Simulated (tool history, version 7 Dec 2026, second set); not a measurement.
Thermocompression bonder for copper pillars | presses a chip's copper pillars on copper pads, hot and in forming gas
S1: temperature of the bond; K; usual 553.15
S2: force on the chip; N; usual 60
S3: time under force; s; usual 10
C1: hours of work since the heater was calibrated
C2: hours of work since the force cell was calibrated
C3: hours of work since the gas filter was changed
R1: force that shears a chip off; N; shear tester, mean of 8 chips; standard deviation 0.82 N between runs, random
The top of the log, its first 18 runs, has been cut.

| run | day | S1 | S2 | S3 | C1 | C2 | C3 | R1 |
|---|---|---|---|---|---|---|---|---|
| 19 | 12.854 | 553.15 | 79 | 10 | 474 | 685 | 139 | 66.4 |
| 20 | 13.792 | 553.15 | 60 | 10 | 486 | 697 | 151 | 57.6 |
| 21 | 14.729 | 553.15 | 60 | 10 | 498 | 709 | 162 | 55.6 |
| 22 | 15.55 | 553.15 | 60 | 10 | 508 | 719 | 173 | 56.4 |
| 23 | 16.608 | 568.15 | 49 | 14 | 522 | 733 | 186 | 68.3 |
| 24 | 17.55 | 554.15 | 59 | 10 | 533 | 744 | 198 | 55.5 |
| 25 | 18.512 | 553.15 | 64 | 10 | 546 | 756 | 210 | 58.2 |
| 26 | 19.279 | 553.15 | 64 | 10 | 555 | 766 | 220 | 56.5 |
| 27 | 20.304 | 553.15 | 60 | 20 | 568 | 779 | 233 | 67.9 |
| 28 | 20.896 | 553.15 | 60 | 20 | 576 | 786 | 240 | 67.5 |
| 29 | 21.608 | 553.15 | 60 | 20 | 585 | 795 | 249 | 68 |
| 30 | 22.088 | 562.15 | 68 | 19 | 591 | 801 | 255 | 77.1 |
| 31 | 22.558 | 562.15 | 68 | 19 | 596 | 807 | 261 | 74.5 |
| 32 | 23.371 | 562.15 | 68 | 19 | 607 | 818 | 271 | 76.5 |
| 33 | 24.433 | 562.15 | 68 | 19 | 620 | 831 | 285 | 74.7 |
|  | 25.525 | forming gas filter changed |
| 34 | 25.546 | 537.15 | 52 | 6 | 634 | 845 | 0 | 35.1 |
| 35 | 26.292 | 573.15 | 83 | 29 | 643 | 854 | 10 | 100.8 |
| 36 | 27.346 | 533.15 | 60 | 23 | 656 | 867 | 23 | 59.6 |
| 37 | 28.075 | 543.15 | 40 | 14 | 666 | 876 | 32 | 43.9 |
| 38 | 28.688 | 543.15 | 40 | 14 | 673 | 884 | 40 | 45.5 |
| 39 | 29.612 | 574.15 | 77 | 6 | 685 | 896 | 51 | 69.8 |

4 ways to go on from here, each from the tool as it stands after run 39. What would each give?
| A | 30.525 | 555.15 | 60 | 11 | 696 | 907 | 63 | ? |
| B | 30.525 | 555.15 | 60 | 10 | 696 | 907 | 63 | ? |
| C | 30.525 | 547.15 | 47 | 6 | 696 | 907 | 63 | ? |
| D | 30.525 | 532.15 | 78 | 24 | 696 | 907 | 63 | ? |

| run | R1 |
|---|---|
| A | 59.9 |
| B | 57.3 |
| C | 37.1 |
| D | 67.8 |
With no hidden state in the tool, these same runs would have given:
| run | R1 |
|---|---|
| A | 68 |
| B | 65.1 |
| C | 43.3 |
| D | 76.8 |
